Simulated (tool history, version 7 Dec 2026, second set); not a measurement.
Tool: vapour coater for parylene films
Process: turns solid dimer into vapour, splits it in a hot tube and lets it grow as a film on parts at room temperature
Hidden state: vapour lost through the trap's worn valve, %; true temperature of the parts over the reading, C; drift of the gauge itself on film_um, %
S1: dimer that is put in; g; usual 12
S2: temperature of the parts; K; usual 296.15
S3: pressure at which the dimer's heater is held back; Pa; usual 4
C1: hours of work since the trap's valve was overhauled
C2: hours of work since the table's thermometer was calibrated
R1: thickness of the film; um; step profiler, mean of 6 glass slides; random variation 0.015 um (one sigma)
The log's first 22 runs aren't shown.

run	hour	S1	S2	S3	C1	C2	R1
# hour 709.4: trap's valve overhauled, once more
23	734.6	12	305.15	5.81	22	129	2.93
24	757.8	12	305.15	5.81	43	149	2.9
25	789.2	12	305.15	5.81	71	177	2.91
26	816	6	300.15	3.85	94	201	1.91
27	852.8	12	296.15	11.39	127	233	3.64
28	872.1	8	302.15	11.18	144	250	1.93
29	904.3	10	296.15	5.3	172	279	3.48
30	943.8	10	296.15	5.3	207	314	3.48

Forecast each of these 4 alternatives for the next run:
A	983.4	22	290.15	5.3	242	349	?
B	983.4	6	307.15	9.16	242	349	?
C	983.4	8	296.15	5.3	242	349	?
D	983.4	6	296.15	10.3	242	349	?

run	R1
A	9.65
B	1.22
C	2.77
D	1.84
Without the tool's hidden state the same runs would have given:
run	R1
A	9.87
B	1.25
C	2.83
D	1.88
